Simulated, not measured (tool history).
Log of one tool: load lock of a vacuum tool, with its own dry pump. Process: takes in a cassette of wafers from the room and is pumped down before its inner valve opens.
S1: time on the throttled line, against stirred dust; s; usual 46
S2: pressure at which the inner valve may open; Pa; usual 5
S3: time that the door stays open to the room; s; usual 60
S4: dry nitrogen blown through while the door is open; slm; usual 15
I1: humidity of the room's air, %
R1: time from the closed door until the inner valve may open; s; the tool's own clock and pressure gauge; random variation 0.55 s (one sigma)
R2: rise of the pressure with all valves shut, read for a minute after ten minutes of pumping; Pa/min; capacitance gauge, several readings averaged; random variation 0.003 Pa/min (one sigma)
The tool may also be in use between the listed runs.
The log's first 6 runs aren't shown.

{"run": 7, "hour": 2411.1, "S1": 46, "S2": 5, "S3": 60, "S4": 15, "I1": 42.6, "R1": 83.2, "R2": 0.067}
{"run": 8, "hour": 2698.9, "S1": 46, "S2": 5, "S3": 60, "S4": 15, "I1": 44.6, "R1": 83.9, "R2": 0.065}
{"run": 9, "hour": 3118.7, "S1": 46, "S2": 5, "S3": 60, "S4": 15, "I1": 46.9, "R1": 83.8, "R2": 0.079}
{"run": 10, "hour": 3502.8, "S1": 46, "S2": 5, "S3": 60, "S4": 15, "I1": 46.2, "R1": 82.9, "R2": 0.072}
{"run": 11, "hour": 3873.9, "S1": 46, "S2": 5, "S3": 60, "S4": 17, "I1": 46.3, "R1": 84.8, "R2": 0.085}
{"run": 12, "hour": 4374.3, "S1": 46, "S2": 5, "S3": 60, "S4": 17, "I1": 45.2, "R1": 84.2, "R2": 0.091}
{"run": 13, "hour": 4684.5, "S1": 46, "S2": 5, "S3": 60, "S4": 15, "I1": 44.0, "R1": 84.6, "R2": 0.083}
{"run": 14, "hour": 5157.8, "S1": 46, "S2": 5, "S3": 60, "S4": 15, "I1": 45.8, "R1": 84.9, "R2": 0.1}
{"run": 15, "hour": 5474.0, "S1": 46, "S2": 5, "S3": 60, "S4": 15, "I1": 46.3, "R1": 84.2, "R2": 0.106}
{"run": 16, "hour": 5758.5, "S1": 46, "S2": 6, "S3": 60, "S4": 15, "I1": 44.8, "R1": 84.5, "R2": 0.105}
{"run": 17, "hour": 6243.6, "S1": 46, "S2": 5, "S3": 126, "S4": 15, "I1": 46.0, "R1": 85.5, "R2": 0.121}
{"hour": 6476.3, "done": "dry pump taken out, an overhauled one fitted"}
{"run": 18, "hour": 6591.5, "S1": 46, "S2": 5, "S3": 126, "S4": 15, "I1": 46.4, "R1": 77.7, "R2": 0.131}
{"run": 19, "hour": 6819.3, "S1": 46, "S2": 5, "S3": 126, "S4": 15, "I1": 43.9, "R1": 78.0, "R2": 0.134}
{"run": 20, "hour": 7293.5, "S1": 46, "S2": 5, "S3": 126, "S4": 15, "I1": 42.9, "R1": 77.6, "R2": 0.14}
{"run": 21, "hour": 7735.8, "S1": 37, "S2": 7, "S3": 79, "S4": 15, "I1": 45.7, "R1": 68.4, "R2": 0.149}
{"run": 22, "hour": 8219.1, "S1": 83, "S2": 7, "S3": 165, "S4": 15, "I1": 43.3, "R1": 110.0, "R2": 0.157}

The next listed run, before its measurement:
{"run": 23, "hour": 8554.4, "S1": 83, "S2": 7, "S3": 165, "S4": 15, "I1": 46.5, "R1": "?", "R2": "?"}

Run 23 gave R1 109.2 s, R2 0.166 Pa/min.
Without the tool's hidden state the same run would have given R1 108.0 s, R2 0.033 Pa/min.
